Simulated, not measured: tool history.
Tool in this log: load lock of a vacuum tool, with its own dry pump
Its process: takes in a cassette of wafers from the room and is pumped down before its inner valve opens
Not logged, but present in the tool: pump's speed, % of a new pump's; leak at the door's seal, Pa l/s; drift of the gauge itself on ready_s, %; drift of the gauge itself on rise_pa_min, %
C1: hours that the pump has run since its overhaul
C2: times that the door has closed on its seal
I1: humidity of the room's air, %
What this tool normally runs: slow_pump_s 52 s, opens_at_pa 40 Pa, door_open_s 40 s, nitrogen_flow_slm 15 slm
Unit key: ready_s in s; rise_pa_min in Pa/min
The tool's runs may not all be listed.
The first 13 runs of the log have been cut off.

{"run": 14, "hour": 2482.6, "slow_pump_s": 52, "opens_at_pa": 40, "door_open_s": 40, "nitrogen_flow_slm": 17, "C1": 8413, "C2": 40967, "I1": 44.1, "ready_s": 94.5, "rise_pa_min": 0.406}
{"run": 15, "hour": 2633.8, "slow_pump_s": 52, "opens_at_pa": 63, "door_open_s": 40, "nitrogen_flow_slm": 17, "C1": 8564, "C2": 41404, "I1": 46.9, "ready_s": 91.4, "rise_pa_min": 0.416}
{"run": 16, "hour": 2778.2, "slow_pump_s": 52, "opens_at_pa": 40, "door_open_s": 40, "nitrogen_flow_slm": 15, "C1": 8708, "C2": 41822, "I1": 46.8, "ready_s": 94.6, "rise_pa_min": 0.412}
{"run": 17, "hour": 2995.2, "slow_pump_s": 52, "opens_at_pa": 40, "door_open_s": 40, "nitrogen_flow_slm": 15, "C1": 8925, "C2": 42449, "I1": 43.8, "ready_s": 94.3, "rise_pa_min": 0.42}
{"run": 18, "hour": 3201.0, "slow_pump_s": 52, "opens_at_pa": 40, "door_open_s": 40, "nitrogen_flow_slm": 6, "C1": 9131, "C2": 43044, "I1": 40.3, "ready_s": 94.7, "rise_pa_min": 0.442}
{"run": 19, "hour": 3438.3, "slow_pump_s": 52, "opens_at_pa": 40, "door_open_s": 40, "nitrogen_flow_slm": 6, "C1": 9369, "C2": 43730, "I1": 44.7, "ready_s": 94.2, "rise_pa_min": 0.449}
{"run": 20, "hour": 3638.1, "slow_pump_s": 65, "opens_at_pa": 67, "door_open_s": 163, "nitrogen_flow_slm": 14, "C1": 9568, "C2": 44307, "I1": 47.9, "ready_s": 102.1, "rise_pa_min": 0.534}
{"run": 21, "hour": 3886.9, "slow_pump_s": 43, "opens_at_pa": 32, "door_open_s": 163, "nitrogen_flow_slm": 38, "C1": 9817, "C2": 45026, "I1": 44.6, "ready_s": 88.3, "rise_pa_min": 0.496}
{"run": 22, "hour": 4148.7, "slow_pump_s": 52, "opens_at_pa": 40, "door_open_s": 40, "nitrogen_flow_slm": 10, "C1": 10079, "C2": 45783, "I1": 44.7, "ready_s": 94.8, "rise_pa_min": 0.473}
{"run": 23, "hour": 4377.2, "slow_pump_s": 52, "opens_at_pa": 40, "door_open_s": 40, "nitrogen_flow_slm": 10, "C1": 10307, "C2": 46443, "I1": 42.2, "ready_s": 94.9, "rise_pa_min": 0.484}
{"run": 24, "hour": 4554.1, "slow_pump_s": 52, "opens_at_pa": 40, "door_open_s": 40, "nitrogen_flow_slm": 10, "C1": 10484, "C2": 46954, "I1": 45.4, "ready_s": 94.6, "rise_pa_min": 0.492}
{"run": 25, "hour": 4758.2, "slow_pump_s": 32, "opens_at_pa": 74, "door_open_s": 82, "nitrogen_flow_slm": 9, "C1": 10688, "C2": 47544, "I1": 42.8, "ready_s": 73.8, "rise_pa_min": 0.534}
{"run": 26, "hour": 5020.4, "slow_pump_s": 32, "opens_at_pa": 74, "door_open_s": 82, "nitrogen_flow_slm": 9, "C1": 10951, "C2": 48302, "I1": 42.9, "ready_s": 74.2, "rise_pa_min": 0.54}
{"run": 27, "hour": 5141.8, "slow_pump_s": 32, "opens_at_pa": 65, "door_open_s": 82, "nitrogen_flow_slm": 31, "C1": 11072, "C2": 48653, "I1": 45.3, "ready_s": 74.6, "rise_pa_min": 0.546}
{"run": 28, "hour": 5421.6, "slow_pump_s": 32, "opens_at_pa": 65, "door_open_s": 82, "nitrogen_flow_slm": 31, "C1": 11352, "C2": 49462, "I1": 44.8, "ready_s": 75.4, "rise_pa_min": 0.542}
{"run": 29, "hour": 5550.3, "slow_pump_s": 76, "opens_at_pa": 37, "door_open_s": 40, "nitrogen_flow_slm": 31, "C1": 11480, "C2": 49834, "I1": 50.5, "ready_s": 115.8, "rise_pa_min": 0.524}
{"run": 30, "hour": 5826.9, "slow_pump_s": 76, "opens_at_pa": 37, "door_open_s": 27, "nitrogen_flow_slm": 31, "C1": 11757, "C2": 50633, "I1": 41.9, "ready_s": 115.9, "rise_pa_min": 0.521}
{"run": 31, "hour": 6077.8, "slow_pump_s": 34, "opens_at_pa": 39, "door_open_s": 27, "nitrogen_flow_slm": 31, "C1": 12008, "C2": 51359, "I1": 43.9, "ready_s": 80.4, "rise_pa_min": 0.531}
{"run": 32, "hour": 6246.5, "slow_pump_s": 95, "opens_at_pa": 43, "door_open_s": 69, "nitrogen_flow_slm": 28, "C1": 12177, "C2": 51846, "I1": 44.6, "ready_s": 130.4, "rise_pa_min": 0.571}
{"run": 33, "hour": 6422.9, "slow_pump_s": 95, "opens_at_pa": 58, "door_open_s": 40, "nitrogen_flow_slm": 28, "C1": 12353, "C2": 52356, "I1": 40.8, "ready_s": 128.4, "rise_pa_min": 0.57}
{"run": 34, "hour": 6589.7, "slow_pump_s": 71, "opens_at_pa": 50, "door_open_s": 29, "nitrogen_flow_slm": 15, "C1": 12520, "C2": 52838, "I1": 48.6, "ready_s": 109.3, "rise_pa_min": 0.574}
{"run": 35, "hour": 6783.8, "slow_pump_s": 71, "opens_at_pa": 50, "door_open_s": 29, "nitrogen_flow_slm": 15, "C1": 12714, "C2": 53399, "I1": 44.6, "ready_s": 109.8, "rise_pa_min": 0.584}
{"run": 36, "hour": 7063.5, "slow_pump_s": 40, "opens_at_pa": 50, "door_open_s": 29, "nitrogen_flow_slm": 8, "C1": 12994, "C2": 54208, "I1": 43.7, "ready_s": 84.1, "rise_pa_min": 0.604}

Alternative continuations, all from the tool just after run 36; predict every row:
{"run": "A", "hour": 7203.0, "slow_pump_s": 88, "opens_at_pa": 49, "door_open_s": 138, "nitrogen_flow_slm": 8, "C1": 13133, "C2": 54611, "I1": 44.4, "ready_s": "?", "rise_pa_min": "?"}
{"run": "B", "hour": 7203.0, "slow_pump_s": 52, "opens_at_pa": 40, "door_open_s": 36, "nitrogen_flow_slm": 15, "C1": 13133, "C2": 54611, "I1": 44.2, "ready_s": "?", "rise_pa_min": "?"}
{"run": "C", "hour": 7203.0, "slow_pump_s": 28, "opens_at_pa": 50, "door_open_s": 29, "nitrogen_flow_slm": 8, "C1": 13133, "C2": 54611, "I1": 44.6, "ready_s": "?", "rise_pa_min": "?"}
{"run": "D", "hour": 7203.0, "slow_pump_s": 52, "opens_at_pa": 43, "door_open_s": 177, "nitrogen_flow_slm": 18, "C1": 13133, "C2": 54611, "I1": 43.9, "ready_s": "?", "rise_pa_min": "?"}
{"run": "E", "hour": 7203.0, "slow_pump_s": 40, "opens_at_pa": 32, "door_open_s": 29, "nitrogen_flow_slm": 8, "C1": 13133, "C2": 54611, "I1": 43.2, "ready_s": "?", "rise_pa_min": "?"}

run=A ready_s=124.5 rise_pa_min=0.687
run=B ready_s=96.0 rise_pa_min=0.604
run=C ready_s=73.7 rise_pa_min=0.606
run=D ready_s=94.7 rise_pa_min=0.685
run=E ready_s=86.4 rise_pa_min=0.615
Without the tool's hidden state the same runs would have given:
run=A ready_s=121.5 rise_pa_min=0.127
run=B ready_s=92.3 rise_pa_min=0.039
run=C ready_s=69.9 rise_pa_min=0.040
run=D ready_s=91.3 rise_pa_min=0.126
run=E ready_s=82.6 rise_pa_min=0.038
